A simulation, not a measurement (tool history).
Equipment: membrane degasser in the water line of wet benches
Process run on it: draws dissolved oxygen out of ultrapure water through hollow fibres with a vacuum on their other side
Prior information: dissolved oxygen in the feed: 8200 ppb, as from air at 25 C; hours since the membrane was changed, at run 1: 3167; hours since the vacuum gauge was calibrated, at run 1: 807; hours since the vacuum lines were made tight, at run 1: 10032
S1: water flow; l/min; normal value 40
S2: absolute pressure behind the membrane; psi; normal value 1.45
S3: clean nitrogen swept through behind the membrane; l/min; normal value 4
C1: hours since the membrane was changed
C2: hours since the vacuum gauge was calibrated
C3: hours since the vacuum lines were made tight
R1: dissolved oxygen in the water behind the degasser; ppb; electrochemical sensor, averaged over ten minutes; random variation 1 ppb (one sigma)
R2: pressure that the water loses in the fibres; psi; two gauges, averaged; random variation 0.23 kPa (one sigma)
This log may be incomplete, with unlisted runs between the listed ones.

run 1 hour=0 | S1=40 S2=1.45 S3=4 | C1=3167 C2=807 C3=10032 | R1=191 R2=8.414
run 2 hour=58.8 | S1=40 S2=1.45 S3=4 | C1=3226 C2=866 C3=10091 | R1=189.5 R2=8.414
run 3 hour=127.2 | S1=40 S2=1.45 S3=4 | C1=3294 C2=934 C3=10159 | R1=190.6 R2=8.443
run 4 hour=179.4 | S1=40 S2=1.45 S3=4.28 | C1=3347 C2=986 C3=10211 | R1=179.6 R2=8.418
run 5 hour=257 | S1=40 S2=1.45 S3=4 | C1=3424 C2=1064 C3=10289 | R1=190.3 R2=8.373
run 6 hour=331.6 | S1=40 S2=1.45 S3=4 | C1=3499 C2=1139 C3=10363 | R1=189.3 R2=8.466
run 7 hour=368.7 | S1=40 S2=1 S3=4 | C1=3536 C2=1176 C3=10400 | R1=119.7 R2=8.466
run 8 hour=415.4 | S1=40 S2=1 S3=4 | C1=3583 C2=1223 C3=10447 | R1=118.5 R2=8.408
run 9 hour=481.3 | S1=40 S2=1 S3=4 | C1=3648 C2=1288 C3=10513 | R1=119.8 R2=8.43
run 10 hour=526.5 | S1=40 S2=1.45 S3=4 | C1=3694 C2=1334 C3=10558 | R1=189.3 R2=8.338
run 11 hour=586.6 | S1=40 S2=1.45 S3=4 | C1=3754 C2=1394 C3=10618 | R1=190.3 R2=8.376
run 12 hour=668.7 | S1=40 S2=1.45 S3=4 | C1=3836 C2=1476 C3=10700 | R1=187.4 R2=8.379
run 13 hour=747.9 | S1=40 S2=1.45 S3=4 | C1=3915 C2=1555 C3=10780 | R1=188.6 R2=8.444
run 14 hour=791.6 | S1=29 S2=1.94 S3=2.28 | C1=3959 C2=1599 C3=10823 | R1=301 R2=6.108
run 15 hour=875 | S1=29 S2=1.94 S3=2.28 | C1=4042 C2=1682 C3=10907 | R1=298.1 R2=6.121
run 16 hour=944.9 | S1=29 S2=1.94 S3=2.28 | C1=4112 C2=1752 C3=10977 | R1=298.5 R2=6.07
run 17 hour=1023.8 | S1=29 S2=1.94 S3=2.28 | C1=4191 C2=1831 C3=11055 | R1=298.2 R2=6.138
run 18 hour=1083.4 | S1=29 S2=1.94 S3=2.28 | C1=4251 C2=1891 C3=11115 | R1=298.2 R2=6.131
run 19 hour=1161.8 | S1=29 S2=1.19 S3=2.28 | C1=4329 C2=1969 C3=11194 | R1=155.5 R2=6.1
run 20 hour=1234.5 | S1=40 S2=1.68 S3=4 | C1=4402 C2=2042 C3=11266 | R1=222.2 R2=8.403
run 21 hour=1298.1 | S1=40 S2=1.68 S3=4 | C1=4465 C2=2105 C3=11330 | R1=221.1 R2=8.48
run 22 hour=1382 | S1=40 S2=1.68 S3=4 | C1=4549 C2=2189 C3=11414 | R1=221.7 R2=8.415
run 23 hour=1447.6 | S1=40 S2=1.68 S3=4 | C1=4615 C2=2255 C3=11479 | R1=223.9 R2=8.435
run 24 hour=1505.3 | S1=40 S2=1.68 S3=4 | C1=4672 C2=2312 C3=11537 | R1=221.4 R2=8.406

Below are 3 alternative next runs, each starting from the tool's condition after run 24. Predict each:
run A hour=1543.5 | S1=40 S2=1.45 S3=9.84 | C1=4711 C2=2351 C3=11575 | R1=? R2=?
run B hour=1543.5 | S1=40 S2=3.06 S3=4 | C1=4711 C2=2351 C3=11575 | R1=? R2=?
run C hour=1543.5 | S1=40 S2=1.58 S3=7.94 | C1=4711 C2=2351 C3=11575 | R1=? R2=?

run=A R1=98.7 R2=8.385
run=B R1=426.4 R2=8.469
run=C R1=124.3 R2=8.415
Without the tool's hidden state the same runs would have given:
run=A R1=100.9 R2=8.383
run=B R1=436.3 R2=8.467
run=C R1=127.1 R2=8.414
